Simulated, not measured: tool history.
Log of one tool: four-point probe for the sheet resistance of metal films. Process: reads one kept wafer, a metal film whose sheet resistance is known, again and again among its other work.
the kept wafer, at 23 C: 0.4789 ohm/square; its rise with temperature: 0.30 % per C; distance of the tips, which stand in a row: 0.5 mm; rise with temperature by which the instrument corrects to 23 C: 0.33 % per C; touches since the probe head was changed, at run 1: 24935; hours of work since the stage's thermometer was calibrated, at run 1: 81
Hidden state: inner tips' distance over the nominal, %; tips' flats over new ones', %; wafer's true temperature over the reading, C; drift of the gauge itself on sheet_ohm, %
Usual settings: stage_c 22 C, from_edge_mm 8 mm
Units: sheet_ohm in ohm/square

run,day,stage_c,from_edge_mm,touches since the probe head was changed,hours of work since the stage's thermometer was calibrated,sheet_ohm
1,0,22,8,24935,81,0.480131
2,0.662,22,8,25625,93,0.480034
3,1.621,22,8,26621,110,0.480157
4,2.333,22,8,27361,123,0.480148
5,3.179,22,8,28241,138,0.479975
6,3.888,29,8,28976,150,0.478919
7,4.95,27,14,30083,169,0.478665
8,5.983,22,6,31154,187,0.480669
9,6.617,22,6,31813,199,0.480778
10,7.325,29,62,32550,211,0.478119
11,8.171,22,20,33431,226,0.479244
12,9.354,25,4,34660,247,0.48263

Forecast each of these 5 alternatives for the next run:
A,9.983,25,15,35316,258,?
B,9.983,28,7,35316,258,?
C,9.983,28,24,35316,258,?
D,9.983,29,4,35316,258,?
E,9.983,22,15,35316,258,?

run,sheet_ohm
A,0.478793
B,0.479473
C,0.478329
D,0.481878
E,0.479218
Without the tool's hidden state the same runs would have given:
run,sheet_ohm
A,0.47881
B,0.47949
C,0.478346
D,0.481895
E,0.479235

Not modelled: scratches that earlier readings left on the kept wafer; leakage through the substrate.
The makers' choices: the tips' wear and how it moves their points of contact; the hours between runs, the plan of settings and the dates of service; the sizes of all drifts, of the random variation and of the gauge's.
